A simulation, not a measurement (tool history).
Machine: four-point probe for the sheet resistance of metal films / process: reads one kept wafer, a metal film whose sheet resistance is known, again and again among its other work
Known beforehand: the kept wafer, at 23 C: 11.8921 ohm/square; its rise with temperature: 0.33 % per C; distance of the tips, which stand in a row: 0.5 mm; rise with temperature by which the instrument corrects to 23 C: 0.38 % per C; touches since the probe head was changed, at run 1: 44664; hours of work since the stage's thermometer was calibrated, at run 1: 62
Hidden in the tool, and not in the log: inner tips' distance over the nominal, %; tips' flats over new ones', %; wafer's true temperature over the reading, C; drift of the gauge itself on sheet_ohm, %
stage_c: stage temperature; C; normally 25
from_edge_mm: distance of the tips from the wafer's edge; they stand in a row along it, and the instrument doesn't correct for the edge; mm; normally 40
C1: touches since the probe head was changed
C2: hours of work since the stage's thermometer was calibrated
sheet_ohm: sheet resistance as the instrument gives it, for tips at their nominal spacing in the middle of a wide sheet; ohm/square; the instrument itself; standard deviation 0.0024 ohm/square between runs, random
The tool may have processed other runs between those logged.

run 1 day=0.000 | stage_c=25 from_edge_mm=40 | C1=44664 C2=62 | sheet_ohm=11.920757
run 2 day=0.800 | stage_c=25 from_edge_mm=40 | C1=45142 C2=72 | sheet_ohm=11.922794
run 3 day=1.404 | stage_c=25 from_edge_mm=40 | C1=45503 C2=80 | sheet_ohm=11.923543
run 4 day=2.233 | stage_c=29 from_edge_mm=40 | C1=45997 C2=91 | sheet_ohm=11.895020
run 5 day=3.317 | stage_c=29 from_edge_mm=40 | C1=46644 C2=106 | sheet_ohm=11.901636
run 6 day=4.212 | stage_c=25 from_edge_mm=22 | C1=47178 C2=118 | sheet_ohm=11.928107
run 7 day=5.529 | stage_c=25 from_edge_mm=22 | C1=47963 C2=135 | sheet_ohm=11.927533
run 8 day=6.142 | stage_c=22 from_edge_mm=40 | C1=48331 C2=143 | sheet_ohm=11.943955
run 9 day=7.338 | stage_c=22 from_edge_mm=40 | C1=49042 C2=159 | sheet_ohm=11.947856
run 10 day=8.158 | stage_c=25 from_edge_mm=40 | C1=49534 C2=170 | sheet_ohm=11.928304
run 11 day=9.138 | stage_c=25 from_edge_mm=40 | C1=50118 C2=183 | sheet_ohm=11.931747
run 12 day=10.179 | stage_c=25 from_edge_mm=40 | C1=50740 C2=196 | sheet_ohm=11.926343
run 13 day=10.912 | stage_c=25 from_edge_mm=40 | C1=51178 C2=206 | sheet_ohm=11.931675
run 14 day=11.896 | stage_c=25 from_edge_mm=40 | C1=51763 C2=219 | sheet_ohm=11.935540
run 15 day=13.117 | stage_c=25 from_edge_mm=40 | C1=52493 C2=235 | sheet_ohm=11.934606
run 16 day=14.004 | stage_c=25 from_edge_mm=40 | C1=53023 C2=247 | sheet_ohm=11.935655
run 17 day=14.862 | stage_c=25 from_edge_mm=5 | C1=53535 C2=258 | sheet_ohm=12.005476
run 18 day=15.450 | stage_c=25 from_edge_mm=5 | C1=53885 C2=266 | sheet_ohm=11.995046
run 19 day=16.650 | stage_c=25 from_edge_mm=5 | C1=54600 C2=282 | sheet_ohm=11.999419
-- day=16.729 stage's thermometer calibrated
run 20 day=17.250 | stage_c=25 from_edge_mm=5 | C1=54947 C2=7 | sheet_ohm=12.001771
run 21 day=18.342 | stage_c=25 from_edge_mm=4 | C1=55600 C2=21 | sheet_ohm=12.039927
run 22 day=19.442 | stage_c=25 from_edge_mm=4 | C1=56255 C2=36 | sheet_ohm=12.043289
run 23 day=20.317 | stage_c=25 from_edge_mm=40 | C1=56776 C2=47 | sheet_ohm=11.942654
run 24 day=21.138 | stage_c=28 from_edge_mm=33 | C1=57267 C2=58 | sheet_ohm=11.930301
-- day=21.250 stage's thermometer calibrated, once more
run 25 day=21.896 | stage_c=28 from_edge_mm=33 | C1=57708 C2=9 | sheet_ohm=11.924228
run 26 day=23.200 | stage_c=30 from_edge_mm=10 | C1=58486 C2=26 | sheet_ohm=11.931378
run 27 day=23.958 | stage_c=29 from_edge_mm=40 | C1=58937 C2=36 | sheet_ohm=11.920638
run 28 day=24.929 | stage_c=19 from_edge_mm=4 | C1=59518 C2=49 | sheet_ohm=12.074194
run 29 day=25.850 | stage_c=21 from_edge_mm=31 | C1=60068 C2=61 | sheet_ohm=11.969752
run 30 day=26.608 | stage_c=34 from_edge_mm=10 | C1=60519 C2=71 | sheet_ohm=11.906377
run 31 day=27.912 | stage_c=20 from_edge_mm=16 | C1=61298 C2=88 | sheet_ohm=11.982274
run 32 day=29.125 | stage_c=28 from_edge_mm=26 | C1=62023 C2=104 | sheet_ohm=11.931074
run 33 day=29.804 | stage_c=31 from_edge_mm=6 | C1=62428 C2=113 | sheet_ohm=11.956005
run 34 day=30.383 | stage_c=31 from_edge_mm=6 | C1=62772 C2=121 | sheet_ohm=11.953394
run 35 day=30.950 | stage_c=21 from_edge_mm=36 | C1=63112 C2=128 | sheet_ohm=11.974585
run 36 day=31.629 | stage_c=27 from_edge_mm=4 | C1=63515 C2=137 | sheet_ohm=12.037696
run 37 day=32.492 | stage_c=25 from_edge_mm=12 | C1=64030 C2=148 | sheet_ohm=11.961259
run 38 day=33.671 | stage_c=21 from_edge_mm=4 | C1=64735 C2=164 | sheet_ohm=12.076455
run 39 day=34.762 | stage_c=30 from_edge_mm=4 | C1=65386 C2=178 | sheet_ohm=12.022464
run 40 day=35.775 | stage_c=31 from_edge_mm=3 | C1=65992 C2=192 | sheet_ohm=12.095792
run 41 day=37.071 | stage_c=25 from_edge_mm=27 | C1=66763 C2=209 | sheet_ohm=11.958426
run 42 day=37.975 | stage_c=25 from_edge_mm=27 | C1=67303 C2=221 | sheet_ohm=11.955123
run 43 day=39.179 | stage_c=25 from_edge_mm=27 | C1=68022 C2=237 | sheet_ohm=11.960256
run 44 day=39.967 | stage_c=29 from_edge_mm=32 | C1=68492 C2=247 | sheet_ohm=11.939610
run 45 day=41.175 | stage_c=18 from_edge_mm=9 | C1=69213 C2=263 | sheet_ohm=12.016261

Here are 3 independent what-if runs from the current tool condition. What would each one return?
run A day=41.875 | stage_c=28 from_edge_mm=6 | C1=69631 C2=272 | sheet_ohm=?
run B day=41.875 | stage_c=34 from_edge_mm=40 | C1=69631 C2=272 | sheet_ohm=?
run C day=41.875 | stage_c=30 from_edge_mm=40 | C1=69631 C2=272 | sheet_ohm=?

run=A sheet_ohm=11.990127
run=B sheet_ohm=11.910166
run=C sheet_ohm=11.933365
With the hidden condition removed and each run's random variation left untouched, the same runs would have given:
run=A sheet_ohm=11.908908
run=B sheet_ohm=11.829511
run=C sheet_ohm=11.852523
